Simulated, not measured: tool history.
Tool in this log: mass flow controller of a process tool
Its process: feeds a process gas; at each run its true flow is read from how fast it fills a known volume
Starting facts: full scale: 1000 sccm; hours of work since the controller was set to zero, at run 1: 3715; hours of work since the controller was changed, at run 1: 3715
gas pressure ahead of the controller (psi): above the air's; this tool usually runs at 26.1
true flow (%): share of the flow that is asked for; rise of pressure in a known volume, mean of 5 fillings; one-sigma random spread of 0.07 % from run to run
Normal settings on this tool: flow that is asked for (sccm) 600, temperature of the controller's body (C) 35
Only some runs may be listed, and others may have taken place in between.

run	hour	flow that is asked for (sccm)	gas pressure ahead of the controller (psi)	temperature of the controller's body (C)	hours of work since the controller was set to zero	hours of work since the controller was changed	true flow (%)
1	0	600	26.1	35	3715	3715	99.66
2	290.1	600	26.1	32	3816	3816	99.57
3	713.7	600	26.1	32	3963	3963	99.73
4	940.9	600	26.1	32	4042	4042	99.75
5	1194	600	26.1	32	4130	4130	99.78
6	1539.9	600	26.1	32	4250	4250	99.88
7	1988.9	600	26.1	32	4406	4406	100
8	2322.8	600	26.1	32	4522	4522	99.92
9	2669	600	27.6	32	4642	4642	100.09
10	2856.3	600	26.1	35	4708	4708	99.77
11	3313.1	600	26.1	35	4866	4866	99.99
12	3631.4	600	34.5	35	4977	4977	99.97
13	3895.9	118	26.1	35	5069	5069	100.96
14	4273.6	118	26.1	35	5200	5200	100.91
15	4605.2	600	26.1	35	5315	5315	100.11
16	5009.7	600	25.5	35	5456	5456	100.13
17	5374	600	25.5	35	5582	5582	100.16
18	5733.2	600	26.1	35	5707	5707	100.15
19	6028.8	600	26.1	35	5810	5810	100.3
20	6365	600	26.1	35	5927	5927	100.19
21	6801.7	600	26.1	35	6078	6078	100.24
22	7176.2	600	26.1	35	6209	6209	100.42
23	7620.9	600	39.9	35	6363	6363	100.48
24	7872.8	600	39.9	35	6451	6451	100.55
25	8080.6	600	39.9	35	6523	6523	100.54
26	8476.6	600	39.9	35	6660	6660	100.64
27	8683.7	168	26.1	35	6732	6732	101
28	9064.4	655	23.9	35	6865	6865	100.58
29	9455.7	655	23.9	35	7001	7001	100.57
# hour 9832: controller's zero set anew
30	9832	123	33.4	30	0	7131	98.97
31	10185.8	123	33.4	30	123	7254	99.06
# hour 10368.9: controller exchanged for a calibrated one
32	10381.2	717	36.3	24	4	4	99
33	10759.8	534	36.3	40	136	136	97.73
34	11221	534	36.3	31	296	296	98.23
35	11676.4	534	36.3	31	454	454	98.36
36	12023.7	143	26.1	23	575	575	97.76
37	12395.9	600	23.9	35	704	704	98.27
38	12724.9	600	23.9	35	819	819	98.16
39	13120.4	123	23.9	26	956	956	97.76
40	13547.5	123	23.9	26	1104	1104	97.99
41	13979.9	123	23.9	26	1255	1255	97.9
42	14344.1	123	23.9	26	1381	1381	98.19
43	14546.5	665	30.7	29	1452	1452	98.96
44	14848.8	947	28.6	36	1557	1557	99.56
45	15143.9	600	26.1	26	1659	1659	99.06
46	15553.4	600	21.9	22	1801	1801	99.17
47	15987.9	812	26.1	37	1952	1952	99.12
48	16386.6	621	40.5	36	2091	2091	98.77

Consider 4 possible next runs. They are alternatives, not a sequence: every one starts from the tool as it was left by run 48. What does each give?
A	16832.7	621	40.5	27	2246	2246	?
B	16832.7	621	25.5	36	2246	2246	?
C	16832.7	107	28.4	35	2246	2246	?
D	16832.7	621	22	36	2246	2246	?

run	true flow (%)
A	99.42
B	98.69
C	98.43
D	98.76
Without the tool's hidden state the same runs would have given:
run	true flow (%)
A	99.03
B	98.31
C	96.9
D	98.37

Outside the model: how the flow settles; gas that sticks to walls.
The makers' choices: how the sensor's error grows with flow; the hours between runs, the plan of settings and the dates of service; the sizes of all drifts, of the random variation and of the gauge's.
